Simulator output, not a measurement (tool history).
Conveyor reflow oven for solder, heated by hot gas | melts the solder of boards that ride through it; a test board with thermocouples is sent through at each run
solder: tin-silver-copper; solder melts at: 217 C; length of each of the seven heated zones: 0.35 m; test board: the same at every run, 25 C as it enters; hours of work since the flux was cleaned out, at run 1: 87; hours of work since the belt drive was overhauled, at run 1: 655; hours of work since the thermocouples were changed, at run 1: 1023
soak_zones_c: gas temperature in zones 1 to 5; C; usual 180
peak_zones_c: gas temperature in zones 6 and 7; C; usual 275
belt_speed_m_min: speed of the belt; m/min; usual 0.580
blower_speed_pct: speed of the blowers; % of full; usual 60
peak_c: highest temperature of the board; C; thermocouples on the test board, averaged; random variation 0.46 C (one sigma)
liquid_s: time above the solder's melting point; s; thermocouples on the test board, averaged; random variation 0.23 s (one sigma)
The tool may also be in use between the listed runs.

run	hour	soak_zones_c	peak_zones_c	belt_speed_m_min	blower_speed_pct	hours of work since the flux was cleaned out	hours of work since the belt drive was overhauled	hours of work since the thermocouples were changed	peak_c	liquid_s
1	0.0	180	275	0.580	60	87	655	1023	258.9	61.9
2	26.0	180	275	0.580	60	104	672	1040	259.2	61.4
3	54.1	180	275	0.580	60	122	691	1058	259.8	61.6
4	76.2	180	275	0.580	58	137	705	1072	257.8	60.8
# hour 104.4: thermocouples of zones 6 and 7 changed
5	113.1	187	275	0.580	60	160	728	6	261.0	65.4
# hour 119.6: belt drive overhauled, speed set with a stopwatch
6	153.0	187	275	0.580	60	183	22	29	261.0	64.0
7	176.0	187	275	0.580	60	198	37	44	261.0	64.1
8	201.6	187	275	0.580	60	215	53	61	260.6	64.2
9	222.3	180	275	0.580	60	228	67	74	260.2	60.9
10	240.8	180	275	0.580	60	240	79	86	259.5	61.0
11	273.9	180	275	0.580	60	262	101	108	258.6	61.1
12	300.5	180	275	0.580	60	279	118	125	259.3	61.0
13	324.9	180	275	0.588	60	295	134	141	258.4	59.4
14	360.0	180	275	0.574	60	318	157	164	259.5	61.6
# hour 384.5: flux residue cleaned out of gas plates and filters
15	384.5	173	272	0.574	60	0	170	177	257.2	58.3
16	410.0	180	275	0.580	53	17	186	193	257.8	60.1
17	436.2	180	275	0.580	53	34	203	211	258.2	59.9
18	462.1	180	271	0.580	56	51	220	227	255.0	58.8
19	500.1	169	287	0.575	60	75	245	252	270.0	63.1
20	541.7	180	289	0.580	60	102	272	279	273.7	67.5
21	564.8	180	289	0.580	60	118	287	294	272.6	67.5
22	585.2	180	274	0.580	89	131	300	308	265.5	64.7
23	605.8	180	274	0.580	89	144	314	321	263.8	64.9
24	630.2	180	288	0.474	61	160	330	337	278.2	84.9
25	657.8	180	288	0.474	61	178	348	355	277.2	84.8
26	681.8	180	286	0.689	64	194	363	371	263.8	53.0
27	721.4	167	287	0.495	64	220	389	397	273.5	76.0

Some steps in peak_c between neighbouring runs. How much of each would the tool show without its hidden state too (settings, what came in, random variation), and how much is left for the hidden state, with any gauge scatter that isn't in both results?
The hidden state here: heat that the gas passes to the board, % of a clean oven's; belt's true speed, % of the reading; true gas temperature in zones 6 and 7 over the reading, C; drift of the gauge itself on peak_c, C; drift of the gauge itself on liquid_s, %.
Run 4 -> 5: soak_zones_c 180 -> 187, blower_speed_pct 58 -> 60, thermocouples of zones 6 and 7 changed. peak_c +3.2 C: hidden state +1.6, all else +1.6.
Run 14 -> 15: soak_zones_c 180 -> 173, peak_zones_c 275 -> 272, flux residue cleaned out of gas plates and filters. peak_c -2.3 C: hidden state +1.6, all else -3.9.
Run 18 -> 19: soak_zones_c 180 -> 169, peak_zones_c 271 -> 287, belt_speed_m_min 0.580 -> 0.575, blower_speed_pct 56 -> 60. peak_c +15.0 C: hidden state -0.3, all else +15.3.
Run 23 -> 24: peak_zones_c 274 -> 288, belt_speed_m_min 0.580 -> 0.474, blower_speed_pct 89 -> 61. peak_c +14.4 C: hidden state +0.2, all else +14.2.

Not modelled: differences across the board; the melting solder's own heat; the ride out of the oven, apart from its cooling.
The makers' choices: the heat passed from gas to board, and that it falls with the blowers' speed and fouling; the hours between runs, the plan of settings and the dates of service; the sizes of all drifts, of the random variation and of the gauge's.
